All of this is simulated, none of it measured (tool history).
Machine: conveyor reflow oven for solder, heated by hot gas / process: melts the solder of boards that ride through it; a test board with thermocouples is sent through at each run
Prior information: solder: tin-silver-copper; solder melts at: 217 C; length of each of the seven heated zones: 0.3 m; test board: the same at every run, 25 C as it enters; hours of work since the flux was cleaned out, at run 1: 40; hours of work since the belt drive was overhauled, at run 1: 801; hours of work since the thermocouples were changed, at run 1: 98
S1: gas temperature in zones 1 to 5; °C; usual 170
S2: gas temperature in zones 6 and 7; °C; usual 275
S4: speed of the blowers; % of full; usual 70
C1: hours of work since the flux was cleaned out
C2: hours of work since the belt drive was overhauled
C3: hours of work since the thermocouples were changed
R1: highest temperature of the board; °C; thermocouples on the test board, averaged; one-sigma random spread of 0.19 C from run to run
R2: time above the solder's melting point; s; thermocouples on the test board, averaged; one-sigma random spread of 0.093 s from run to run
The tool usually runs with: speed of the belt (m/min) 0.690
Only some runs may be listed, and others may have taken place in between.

run 1 day=0.000 | S1=170 S2=275 speed_of_the_belt_(m/min)=0.690 S4=70 | C1=40 C2=801 C3=98 | R1=259.3 R2=41.75
run 2 day=1.904 | S1=170 S2=275 speed_of_the_belt_(m/min)=0.690 S4=70 | C1=68 C2=829 C3=125 | R1=259.2 R2=41.42
run 3 day=4.008 | S1=170 S2=275 speed_of_the_belt_(m/min)=0.690 S4=70 | C1=99 C2=860 C3=156 | R1=258.8 R2=41.37
run 4 day=6.704 | S1=170 S2=275 speed_of_the_belt_(m/min)=0.690 S4=70 | C1=139 C2=899 C3=196 | R1=258.4 R2=41.05
run 5 day=8.600 | S1=170 S2=275 speed_of_the_belt_(m/min)=0.690 S4=70 | C1=166 C2=927 C3=223 | R1=257.7 R2=41.01
run 6 day=10.629 | S1=170 S2=275 speed_of_the_belt_(m/min)=0.690 S4=70 | C1=196 C2=957 C3=253 | R1=257.2 R2=40.83
-- day=13.888 flux residue cleaned out of gas plates and filters
run 7 day=14.217 | S1=170 S2=275 speed_of_the_belt_(m/min)=0.690 S4=70 | C1=5 C2=1006 C3=303 | R1=256.6 R2=40.06
run 8 day=16.342 | S1=170 S2=275 speed_of_the_belt_(m/min)=0.690 S4=70 | C1=36 C2=1038 C3=334 | R1=256.5 R2=40.29
run 9 day=19.858 | S1=170 S2=275 speed_of_the_belt_(m/min)=0.690 S4=70 | C1=87 C2=1089 C3=385 | R1=255.6 R2=39.83
run 10 day=23.092 | S1=170 S2=275 speed_of_the_belt_(m/min)=0.690 S4=70 | C1=135 C2=1136 C3=433 | R1=254.9 R2=39.44
run 11 day=25.138 | S1=170 S2=275 speed_of_the_belt_(m/min)=0.690 S4=70 | C1=165 C2=1166 C3=463 | R1=254.5 R2=39.16
run 12 day=29.029 | S1=170 S2=275 speed_of_the_belt_(m/min)=0.690 S4=70 | C1=222 C2=1223 C3=520 | R1=254.1 R2=38.78
-- day=30.533 flux residue cleaned out of gas plates and filters
-- day=32.429 thermocouples of zones 6 and 7 changed
run 13 day=32.429 | S1=170 S2=275 speed_of_the_belt_(m/min)=0.690 S4=70 | C1=27 C2=1269 C3=0 | R1=259.8 R2=41.92
run 14 day=34.092 | S1=170 S2=275 speed_of_the_belt_(m/min)=0.690 S4=70 | C1=51 C2=1293 C3=24 | R1=259.7 R2=41.83
-- day=36.279 flux residue cleaned out of gas plates and filters, once more
run 15 day=36.725 | S1=170 S2=284 speed_of_the_belt_(m/min)=0.690 S4=70 | C1=7 C2=1329 C3=60 | R1=267.9 R2=45.13
run 16 day=40.546 | S1=170 S2=284 speed_of_the_belt_(m/min)=0.690 S4=70 | C1=63 C2=1385 C3=116 | R1=267.1 R2=44.85
run 17 day=44.262 | S1=167 S2=284 speed_of_the_belt_(m/min)=0.690 S4=70 | C1=117 C2=1439 C3=170 | R1=266.1 R2=43.81
run 18 day=46.496 | S1=167 S2=284 speed_of_the_belt_(m/min)=0.690 S4=70 | C1=150 C2=1472 C3=203 | R1=266.2 R2=43.56
run 19 day=48.596 | S1=176 S2=290 speed_of_the_belt_(m/min)=0.751 S4=54 | C1=180 C2=1503 C3=234 | R1=265.7 R2=41.16
run 20 day=52.029 | S1=162 S2=275 speed_of_the_belt_(m/min)=0.694 S4=70 | C1=231 C2=1553 C3=284 | R1=255.6 R2=38.08
-- day=52.929 flux residue cleaned out of gas plates and filters
run 21 day=55.600 | S1=170 S2=275 speed_of_the_belt_(m/min)=0.690 S4=72 | C1=39 C2=1602 C3=333 | R1=259.4 R2=42.19
-- day=56.546 belt drive overhauled, speed set with a stopwatch
run 22 day=57.421 | S1=170 S2=269 speed_of_the_belt_(m/min)=0.778 S4=70 | C1=63 C2=13 C3=357 | R1=249.0 R2=31.87
run 23 day=61.271 | S1=170 S2=269 speed_of_the_belt_(m/min)=0.778 S4=70 | C1=120 C2=69 C3=414 | R1=248.5 R2=31.54
run 24 day=63.150 | S1=176 S2=286 speed_of_the_belt_(m/min)=0.755 S4=81 | C1=147 C2=97 C3=441 | R1=267.3 R2=41.38
run 25 day=65.012 | S1=184 S2=264 speed_of_the_belt_(m/min)=0.790 S4=65 | C1=174 C2=124 C3=469 | R1=245.0 R2=32.19
run 26 day=68.521 | S1=165 S2=267 speed_of_the_belt_(m/min)=0.790 S4=65 | C1=226 C2=175 C3=520 | R1=242.8 R2=26.60
-- day=69.796 flux residue cleaned out of gas plates and filters
run 27 day=70.446 | S1=165 S2=267 speed_of_the_belt_(m/min)=0.790 S4=65 | C1=10 C2=200 C3=545 | R1=245.5 R2=28.40
-- day=71.975 thermocouples of zones 6 and 7 changed
run 28 day=72.458 | S1=170 S2=275 speed_of_the_belt_(m/min)=0.775 S4=70 | C1=38 C2=229 C3=7 | R1=255.5 R2=34.92
run 29 day=75.854 | S1=161 S2=275 speed_of_the_belt_(m/min)=0.727 S4=84 | C1=88 C2=278 C3=57 | R1=258.2 R2=37.21
run 30 day=77.458 | S1=170 S2=274 speed_of_the_belt_(m/min)=0.823 S4=70 | C1=111 C2=302 C3=80 | R1=251.3 R2=30.80

Below are 3 alternative next runs, each starting from the tool's condition after run 30. Predict each:
run A day=81.079 | S1=177 S2=274 speed_of_the_belt_(m/min)=0.823 S4=54 | C1=164 C2=355 C3=133 | R1=? R2=?
run B day=81.079 | S1=168 S2=274 speed_of_the_belt_(m/min)=0.602 S4=73 | C1=164 C2=355 C3=133 | R1=? R2=?
run C day=81.079 | S1=176 S2=274 speed_of_the_belt_(m/min)=0.827 S4=56 | C1=164 C2=355 C3=133 | R1=? R2=?

run=A R1=248.2 R2=30.35
run=B R1=261.4 R2=48.63
run=C R1=248.3 R2=30.00
With the hidden condition removed and each run's random variation left untouched, the same runs would have given:
run=A R1=250.0 R2=31.28
run=B R1=262.9 R2=49.22
run=C R1=250.1 R2=30.94
